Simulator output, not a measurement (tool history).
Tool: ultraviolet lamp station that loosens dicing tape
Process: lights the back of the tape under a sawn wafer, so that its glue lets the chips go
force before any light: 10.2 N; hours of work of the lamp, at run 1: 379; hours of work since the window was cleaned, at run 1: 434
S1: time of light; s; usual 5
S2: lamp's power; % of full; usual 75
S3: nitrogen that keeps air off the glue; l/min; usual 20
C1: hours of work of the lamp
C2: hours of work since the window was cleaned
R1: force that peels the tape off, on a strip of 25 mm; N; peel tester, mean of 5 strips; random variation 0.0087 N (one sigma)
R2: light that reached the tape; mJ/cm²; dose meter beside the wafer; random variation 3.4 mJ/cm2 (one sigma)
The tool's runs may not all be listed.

| run | hour | S1 | S2 | S3 | C1 | C2 | R1 | R2 |
|---|---|---|---|---|---|---|---|---|
| 1 | 0 | 5 | 75 | 20 | 379 | 434 | 0.534 | 439 |
| 2 | 14.9 | 5 | 75 | 20 | 385 | 440 | 0.538 | 443 |
| 3 | 31.9 | 5 | 75 | 20 | 392 | 447 | 0.528 | 443 |
| 4 | 44.9 | 5 | 75 | 20 | 398 | 453 | 0.569 | 437 |
| 5 | 63.7 | 5 | 75 | 20 | 405 | 461 | 0.537 | 437 |
| 6 | 78.5 | 5 | 75 | 20 | 412 | 467 | 0.573 | 441 |
| 7 | 92.3 | 5 | 83 | 20 | 417 | 473 | 0.442 | 482 |
| 8 | 116.6 | 5 | 75 | 20 | 427 | 483 | 0.589 | 443 |
| 9 | 138.9 | 5 | 75 | 20 | 437 | 492 | 0.569 | 428 |
| 10 | 158.7 | 5 | 75 | 20 | 445 | 500 | 0.575 | 433 |
| 11 | 181.9 | 5 | 75 | 20 | 454 | 510 | 0.582 | 428 |
| 12 | 201.9 | 5 | 75 | 9 | 463 | 518 | 1.133 | 421 |
| 13 | 213.5 | 5 | 75 | 9 | 468 | 523 | 1.116 | 420 |
| 14 | 225.7 | 9 | 75 | 20 | 473 | 528 | 0.213 | 765 |

Forecast run 15:
| 15 | 241.9 | 5 | 60 | 20 | 479 | 534 | ? | ? |

R1: 0.957 N
R2: 337 mJ/cm²
Without the tool's hidden state the same run would have given R1 0.562 N, R2 431 mJ/cm².
